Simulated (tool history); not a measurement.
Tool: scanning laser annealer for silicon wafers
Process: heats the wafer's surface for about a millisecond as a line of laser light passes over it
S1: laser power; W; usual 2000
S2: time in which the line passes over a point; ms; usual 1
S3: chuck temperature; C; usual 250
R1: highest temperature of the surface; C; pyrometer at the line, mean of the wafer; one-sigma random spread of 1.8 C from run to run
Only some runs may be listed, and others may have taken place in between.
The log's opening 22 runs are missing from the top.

run,hour,S1,S2,S3,R1
23,1059.7,2186,1,260,1083
24,1094.5,1961,1.2,244,1047
25,1161.9,1961,1.2,244,1042
26,1207.2,1961,1.2,244,1045
27,1266.4,2191,1.2,244,1166
28,1330.3,1977,0.7,250,845
29,1364.5,2064,1.1,213,1023
30,1429.1,2064,1.1,213,1026
31,1482.4,2038,0.78,236,893
32,1543.2,1940,0.73,215,806
33,1597.4,1940,0.73,215,807
34,1635.3,2056,0.77,268,926
35,1688.4,2056,0.77,268,926
36,1754.4,2056,0.77,268,923
37,1824.4,2000,0.87,250,930

Run 38 is up next; what results do you expect?
38,1874.8,2116,1,250,?

Run 38 produced R1 1042 C.
With no hidden state in the tool, this same run would have given R1 1044 C.

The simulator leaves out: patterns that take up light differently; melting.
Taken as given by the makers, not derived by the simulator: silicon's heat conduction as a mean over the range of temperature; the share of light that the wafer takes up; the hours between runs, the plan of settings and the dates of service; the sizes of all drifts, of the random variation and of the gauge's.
